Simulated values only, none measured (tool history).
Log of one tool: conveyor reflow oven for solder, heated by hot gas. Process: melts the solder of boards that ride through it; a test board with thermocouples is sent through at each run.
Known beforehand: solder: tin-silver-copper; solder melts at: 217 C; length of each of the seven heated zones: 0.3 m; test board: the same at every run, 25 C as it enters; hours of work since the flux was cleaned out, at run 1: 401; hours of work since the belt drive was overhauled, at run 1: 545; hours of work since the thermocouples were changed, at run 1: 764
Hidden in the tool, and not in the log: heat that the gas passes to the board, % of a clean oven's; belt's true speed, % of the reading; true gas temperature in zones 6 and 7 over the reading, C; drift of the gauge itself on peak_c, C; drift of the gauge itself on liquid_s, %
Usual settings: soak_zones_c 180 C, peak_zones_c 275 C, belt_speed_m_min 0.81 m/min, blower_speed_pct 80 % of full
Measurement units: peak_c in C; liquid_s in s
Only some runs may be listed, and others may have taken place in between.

run,hour,soak_zones_c,peak_zones_c,belt_speed_m_min,blower_speed_pct,hours of work since the flux was cleaned out,hours of work since the belt drive was overhauled,hours of work since the thermocouples were changed,peak_c,liquid_s
1,0,180,275,0.81,80,401,545,764,260.6,37.8
2,59.7,180,275,0.81,80,435,579,797,260.8,37.7
3,111.8,180,275,0.9,80,464,608,827,257.1,32.5
# hour 170.5: flux residue cleaned out of gas plates and filters
4,189.7,180,275,0.81,71,11,649,868,258.6,36.8
5,238.9,180,275,0.81,80,38,677,895,260.4,37.8
6,299.1,180,275,0.81,80,72,710,929,260.8,37.8
7,340.6,180,285,0.81,80,96,734,952,269.6,39.8
8,394.1,180,275,0.81,80,126,764,983,260.9,37.5
9,476.6,180,275,0.81,80,172,810,1029,260.9,37.8
10,526.2,180,264,0.81,80,200,838,1057,250.5,34.4
11,618.4,180,264,0.81,80,252,890,1109,251,34.2
12,712,180,264,0.81,80,304,943,1161,250.9,34.1
# hour 740.6: thermocouples of zones 6 and 7 changed
13,811.5,193,275,0.81,80,359,997,40,262.7,41.5
14,857.5,193,275,0.81,80,385,1023,66,263.1,40.9
15,930,180,275,0.81,80,426,1064,107,260.8,37.5
16,1016.8,180,275,0.81,61,475,1113,155,255.6,35.4
# hour 1060.7: flux residue cleaned out of gas plates and filters
17,1061.6,180,275,0.81,61,1,1135,178,256.8,35.6

What will run 18 give?
18,1133.9,166,277,0.863,85,41,1176,218,?,?

Run 18 measured peak_c 259.5 C, liquid_s 32.3 s.
Minus the tool's unlogged condition, the same run would have read peak_c 259.5 C, liquid_s 32.3 s.

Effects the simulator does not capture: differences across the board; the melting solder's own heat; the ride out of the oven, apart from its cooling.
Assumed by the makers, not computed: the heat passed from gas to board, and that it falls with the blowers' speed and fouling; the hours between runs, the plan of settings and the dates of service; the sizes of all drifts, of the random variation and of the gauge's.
